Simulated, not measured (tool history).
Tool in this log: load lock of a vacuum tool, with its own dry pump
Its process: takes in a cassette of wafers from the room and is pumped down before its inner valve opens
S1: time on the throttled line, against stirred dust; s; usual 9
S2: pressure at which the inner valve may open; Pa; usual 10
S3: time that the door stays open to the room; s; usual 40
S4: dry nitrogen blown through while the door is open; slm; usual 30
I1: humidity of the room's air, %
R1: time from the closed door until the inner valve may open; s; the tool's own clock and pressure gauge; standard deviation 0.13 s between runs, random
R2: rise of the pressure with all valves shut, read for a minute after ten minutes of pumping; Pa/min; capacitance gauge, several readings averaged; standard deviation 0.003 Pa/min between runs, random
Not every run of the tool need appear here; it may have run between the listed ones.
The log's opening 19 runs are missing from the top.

Run 20, hour 3786.8: usual settings but S1 5 s; I1 48.8. Result: R1 14.9 s, R2 0.038 Pa/min.
Run 21, hour 3942.1: usual settings but S1 5 s, S2 14 Pa, S3 103 s, S4 23 slm; I1 43.2. Result: R1 14.4 s, R2 0.052 Pa/min.
Run 22, hour 4153.9: usual settings but S1 5 s, S2 7 Pa, S3 103 s, S4 4 slm; I1 44.9. Result: R1 14.9 s, R2 0.108 Pa/min.
Run 23, hour 4327.1: usual settings but S1 5 s, S3 95 s; I1 43.0. Result: R1 14.7 s, R2 0.048 Pa/min.
Run 24, hour 4435.3: usual settings but S1 5 s, S3 95 s; I1 43.2. Result: R1 14.8 s, R2 0.041 Pa/min.
Run 25, hour 4622.0: usual settings but S1 5 s, S3 29 s; I1 43.7. Result: R1 14.8 s, R2 0.035 Pa/min.
Run 26, hour 4793.3: usual settings but S2 14 Pa, S3 178 s; I1 48.7. Result: R1 17.0 s, R2 0.052 Pa/min.
Run 27, hour 4913.5: usual settings but S1 8 s, S2 11 Pa, S3 178 s; I1 47.5. Result: R1 16.8 s, R2 0.054 Pa/min.
Run 28, hour 5041.4: usual settings but S1 8 s, S2 11 Pa, S3 182 s, S4 38 slm; I1 45.1. Result: R1 16.8 s, R2 0.040 Pa/min.
Run 29, hour 5186.7: usual settings but S2 17 Pa, S3 68 s; I1 46.7. Result: R1 16.9 s, R2 0.045 Pa/min.
Run 30, hour 5377.1: usual settings but S1 6 s, S2 11 Pa, S3 29 s, S4 5 slm; I1 43.1. Result: R1 15.4 s, R2 0.071 Pa/min.
Run 31, hour 5600.6: usual settings but S1 6 s, S2 11 Pa, S3 29 s, S4 5 slm; I1 42.0. Result: R1 15.7 s, R2 0.065 Pa/min.
Run 32, hour 5722.7: usual settings but S1 6 s, S2 11 Pa, S3 29 s, S4 5 slm; I1 45.2. Result: R1 15.2 s, R2 0.072 Pa/min.
Run 33, hour 5898.0: usual settings but S1 6 s, S2 11 Pa, S3 29 s, S4 5 slm; I1 42.8. Result: R1 15.2 s, R2 0.068 Pa/min.
Run 34, hour 6023.9: usual settings but S1 6 s, S2 11 Pa, S3 29 s, S4 5 slm; I1 45.9. Result: R1 15.4 s, R2 0.076 Pa/min.
Run 35, hour 6274.6: usual settings but S1 13 s, S3 118 s, S4 40 slm; I1 46.2. Result: R1 20.7 s, R2 0.040 Pa/min.

Consider 4 possible next runs. They are alternatives, not a sequence: every one starts from the tool as it was left by run 35. What does each give?
Run A, hour 6501.1: usual settings but S1 11 s, S3 25 s, S4 7 slm; I1 45.9. Result: R1 ?, R2 ?.
Run B, hour 6501.1: usual settings but S3 70 s; I1 45.0. Result: R1 ?, R2 ?.
Run C, hour 6501.1: usual settings but S1 13 s, S3 118 s, S4 4 slm; I1 44.4. Result: R1 ?, R2 ?.
Run D, hour 6501.1: usual settings but S1 16 s, S2 17 Pa, S4 14 slm; I1 47.6. Result: R1 ?, R2 ?.

run    R1     R2
  A  19.3  0.071
  B  17.7  0.043
  C  20.5  0.116
  D  22.1  0.057
Without the tool's unlogged condition, the same runs would have read:
run    R1     R2
  A  19.3  0.068
  B  17.6  0.041
  C  20.5  0.114
  D  22.1  0.054
